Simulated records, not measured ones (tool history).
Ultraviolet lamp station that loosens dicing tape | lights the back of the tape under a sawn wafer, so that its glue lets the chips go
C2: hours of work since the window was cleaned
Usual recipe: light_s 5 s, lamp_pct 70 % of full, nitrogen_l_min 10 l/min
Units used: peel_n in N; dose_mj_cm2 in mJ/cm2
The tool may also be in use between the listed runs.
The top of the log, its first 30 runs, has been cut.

Run 31, hour 551.2: usual settings but lamp_pct 64 % of full, nitrogen_l_min 18 l/min; hours of work of the lamp 369; C2 71. Result: peel_n 0.983 N, dose_mj_cm2 157 mJ/cm2.
Run 32, hour 565.2: usual settings but lamp_pct 64 % of full, nitrogen_l_min 18 l/min; hours of work of the lamp 378; C2 80. Result: peel_n 1.018 N, dose_mj_cm2 149 mJ/cm2.
Run 33, hour 589.4: usual settings but lamp_pct 64 % of full, nitrogen_l_min 18 l/min; hours of work of the lamp 393; C2 95. Result: peel_n 0.959 N, dose_mj_cm2 148 mJ/cm2.
Run 34, hour 611.3: usual settings but light_s 9 s, lamp_pct 66 % of full, nitrogen_l_min 6 l/min; hours of work of the lamp 407; C2 109. Result: peel_n 0.570 N, dose_mj_cm2 279 mJ/cm2.
Run 35, hour 627.8: usual settings but lamp_pct 81 % of full, nitrogen_l_min 8 l/min; hours of work of the lamp 418; C2 119. Result: peel_n 0.957 N, dose_mj_cm2 189 mJ/cm2.
Run 36, hour 642.3: usual settings but light_s 3 s, lamp_pct 81 % of full, nitrogen_l_min 6 l/min; hours of work of the lamp 427; C2 129. Result: peel_n 2.129 N, dose_mj_cm2 114 mJ/cm2.
Run 37, hour 653.8: usual settings but light_s 6 s, lamp_pct 82 % of full, nitrogen_l_min 8 l/min; hours of work of the lamp 434; C2 136. Result: peel_n 0.730 N, dose_mj_cm2 230 mJ/cm2.
Run 38, hour 668.7: usual settings but light_s 6 s, lamp_pct 84 % of full, nitrogen_l_min 3 l/min; hours of work of the lamp 444; C2 145. Result: peel_n 1.208 N, dose_mj_cm2 232 mJ/cm2.
Run 39, hour 691.7: usual settings but light_s 7 s, lamp_pct 66 % of full, nitrogen_l_min 8 l/min; hours of work of the lamp 458; C2 160. Result: peel_n 0.771 N, dose_mj_cm2 215 mJ/cm2.
Run 40, hour 706.3: usual settings but light_s 7 s, lamp_pct 66 % of full, nitrogen_l_min 8 l/min; hours of work of the lamp 467; C2 169. Result: peel_n 0.795 N, dose_mj_cm2 211 mJ/cm2.
Run 41, hour 721.7: usual settings but light_s 3 s, nitrogen_l_min 4 l/min; hours of work of the lamp 477; C2 179. Result: peel_n 2.664 N, dose_mj_cm2 94 mJ/cm2.
Run 42, hour 746.8: usual settings but light_s 3 s, nitrogen_l_min 4 l/min; hours of work of the lamp 493; C2 195. Result: peel_n 2.654 N, dose_mj_cm2 94 mJ/cm2.

4 ways to go on from here, each from the tool as it stands after run 42. What would each give?
Run A, hour 768.1: usual settings but nitrogen_l_min 18 l/min; hours of work of the lamp 506; C2 208. Result: peel_n ?, dose_mj_cm2 ?.
Run B, hour 768.1: usual settings but light_s 3 s, nitrogen_l_min 4 l/min; hours of work of the lamp 506; C2 208. Result: peel_n ?, dose_mj_cm2 ?.
Run C, hour 768.1: usual settings but light_s 10 s; hours of work of the lamp 506; C2 208. Result: peel_n ?, dose_mj_cm2 ?.
Run D, hour 768.1: usual settings but light_s 3 s, lamp_pct 75 % of full, nitrogen_l_min 5 l/min; hours of work of the lamp 506; C2 208. Result: peel_n ?, dose_mj_cm2 ?.

run  peel_n  dose_mj_cm2
  A   0.973          158
  B   2.741           96
  C   0.333          313
  D   2.544          101
Without the tool's unlogged condition, the same runs would have read:
run  peel_n  dose_mj_cm2
  A   0.685          192
  B   2.347          117
  C   0.227          382
  D   2.130          123
